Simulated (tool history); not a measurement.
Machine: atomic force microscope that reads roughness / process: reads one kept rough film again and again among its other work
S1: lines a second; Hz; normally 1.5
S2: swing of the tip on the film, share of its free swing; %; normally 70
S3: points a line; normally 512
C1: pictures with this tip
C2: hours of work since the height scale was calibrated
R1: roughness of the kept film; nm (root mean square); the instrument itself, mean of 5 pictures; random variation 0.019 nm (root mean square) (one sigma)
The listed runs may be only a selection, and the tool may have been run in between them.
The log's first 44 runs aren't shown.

run	hour	S1	S2	S3	C1	C2	R1
45	408	1.55	58	328	191	291	4.587
46	413.9	0.72	66	512	199	293	4.549
47	423.3	2.87	75	512	211	297	3.797
48	434.5	2.87	81	512	226	301	3.497
49	445.2	3.63	70	973	240	306	3.802
50	451.5	0.53	72	316	248	308	4.495
51	460	0.53	72	316	259	312	4.491
52	471.6	3.89	64	481	275	316	3.945
53	480.4	0.96	90	397	286	320	3.951

Branching from run 53: 4 alternative next runs. What would each branch give?
A	491	0.93	82	691	300	324	?
B	491	0.57	70	681	300	324	?
C	491	0.96	88	420	300	324	?
D	491	2.35	70	770	300	324	?

run	R1
A	4.127
B	4.455
C	3.985
D	4.01
Stripped of hidden state, with their random variation kept, the same runs would have yielded:
run	R1
A	4.474
B	4.828
C	4.319
D	4.346
